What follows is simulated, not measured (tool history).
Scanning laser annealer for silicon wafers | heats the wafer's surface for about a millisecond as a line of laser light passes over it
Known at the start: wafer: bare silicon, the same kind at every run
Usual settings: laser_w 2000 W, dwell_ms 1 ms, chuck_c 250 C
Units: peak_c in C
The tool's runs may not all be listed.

{"run": 1, "day": 0.0, "laser_w": 2000, "dwell_ms": 1, "chuck_c": 250, "peak_c": 950}
{"run": 2, "day": 0.229, "laser_w": 2000, "dwell_ms": 1, "chuck_c": 243, "peak_c": 940}
{"run": 3, "day": 0.696, "laser_w": 2000, "dwell_ms": 1.05, "chuck_c": 243, "peak_c": 963}
{"run": 4, "day": 0.983, "laser_w": 2000, "dwell_ms": 1.05, "chuck_c": 243, "peak_c": 962}
{"run": 5, "day": 1.254, "laser_w": 2000, "dwell_ms": 1.05, "chuck_c": 243, "peak_c": 963}
{"run": 6, "day": 1.512, "laser_w": 2000, "dwell_ms": 1.05, "chuck_c": 243, "peak_c": 961}
{"run": 7, "day": 1.804, "laser_w": 2000, "dwell_ms": 1.05, "chuck_c": 243, "peak_c": 957}
{"run": 8, "day": 2.129, "laser_w": 2000, "dwell_ms": 1.05, "chuck_c": 243, "peak_c": 963}
{"run": 9, "day": 2.462, "laser_w": 2000, "dwell_ms": 1.05, "chuck_c": 243, "peak_c": 961}
{"run": 10, "day": 2.688, "laser_w": 2000, "dwell_ms": 1.05, "chuck_c": 243, "peak_c": 959}
{"run": 11, "day": 3.217, "laser_w": 1961, "dwell_ms": 0.85, "chuck_c": 219, "peak_c": 836}
{"run": 12, "day": 3.496, "laser_w": 1961, "dwell_ms": 0.85, "chuck_c": 219, "peak_c": 837}
{"run": 13, "day": 4.033, "laser_w": 1961, "dwell_ms": 0.85, "chuck_c": 219, "peak_c": 837}

Hidden state or all else? Some run-to-run changes of peak_c, split into what the settings, what came in and random variation would give without the hidden state, and what is left for the hidden state (with any gauge scatter that isn't in both results):
The hidden state here: light that passes the window, % of a clean one's; laser's true power over the reading, %; width of the line over the set one, %; drift of the gauge itself on peak_c, C.
Run 10 -> 11: laser_w 2000 -> 1961, dwell_ms 1.05 -> 0.85, chuck_c 243 -> 219. peak_c -123 C: hidden state +5, all else -128.
